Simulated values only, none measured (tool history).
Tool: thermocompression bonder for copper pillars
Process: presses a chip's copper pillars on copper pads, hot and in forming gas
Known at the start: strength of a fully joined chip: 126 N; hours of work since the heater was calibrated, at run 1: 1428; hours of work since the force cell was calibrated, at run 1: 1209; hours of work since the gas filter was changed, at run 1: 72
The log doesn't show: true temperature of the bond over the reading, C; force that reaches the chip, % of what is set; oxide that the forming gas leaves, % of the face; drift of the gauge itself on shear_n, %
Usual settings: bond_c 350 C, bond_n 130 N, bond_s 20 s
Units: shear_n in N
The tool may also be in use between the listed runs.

run   hour  bond_c  bond_n  bond_s  hours of work since the heater was calibrated  hours of work since the force cell was calibrated  hours of work since the gas filter was changed  shear_n
  1      0     350     130      20                                           1428                                               1209                                              72       53
  2   36.7     350     109      20                                           1455                                               1236                                              99     45.6
      46.1  -- forming gas filter changed
  3   65.3     350     109      20                                           1476                                               1257                                              14     45.8
  4   91.8     350     109      20                                           1496                                               1277                                              34     46.4
  5    147     350     109      20                                           1537                                               1318                                              75     46.2
  6  185.4     350     109      20                                           1565                                               1346                                             103     45.6
     189.6  -- forming gas filter changed
  7  240.1     350     109      20                                           1606                                               1386                                              38     46.3
  8  282.6     375     109      20                                           1637                                               1418                                              69     56.6
  9  306.2     350     130      20                                           1655                                               1436                                              87     53.5
     334.9  -- forming gas filter changed
 10    345     350     130      20                                           1683                                               1464                                               7     53.7
 11  374.1     350     130      20                                           1705                                               1486                                              29     53.3
     407.2  -- heater calibrated with a thermocouple chip
 12  426.2     350     130      20                                             14                                               1523                                              66     53.2
 13  475.6     350     130      20                                             51                                               1560                                             103     52.2
     483.7  -- forming gas filter changed
 14  523.6     370     123      18                                             86                                               1595                                              30     57.7
 15  573.9     334     123      12                                            123                                               1632                                              67     35.5
 16  598.5     334     123      12                                            142                                               1651                                              85     34.9
     626.4  -- forming gas filter changed
 17    650     350     121      13                                            180                                               1688                                              18     42.5
 18  692.5     350      80      33                                            211                                               1720                                              49     42.1
 19  721.6     379     107      44                                            233                                               1742                                              71     74.6
 20  761.3     355     130      14                                            262                                               1771                                             100     48.1
     771.1  -- forming gas filter changed
 21  803.3     379     179      20                                            293                                               1802                                              24     83.3
 22  843.2     379     179      20                                            323                                               1832                                              54     83.1

Hidden state or all else? Some run-to-run changes of shear_n, split into what the settings, what came in and random variation would give without the hidden state, and what is left for the hidden state (with any gauge scatter that isn't in both results):
Run 2 -> 3: forming gas filter changed. shear_n +0.2 N: hidden state +0.2, all else +0.
Run 11 -> 12: heater calibrated with a thermocouple chip. shear_n -0.1 N: hidden state -0.5, all else +0.4.
Run 18 -> 19: bond_c 350 -> 379, bond_n 80 -> 107, bond_s 33 -> 44. shear_n +32.5 N: hidden state -0.2, all else +32.7.
Run 20 -> 21: bond_c 355 -> 379, bond_n 130 -> 179, bond_s 14 -> 20, forming gas filter changed. shear_n +35.2 N: hidden state +0.2, all else +35.
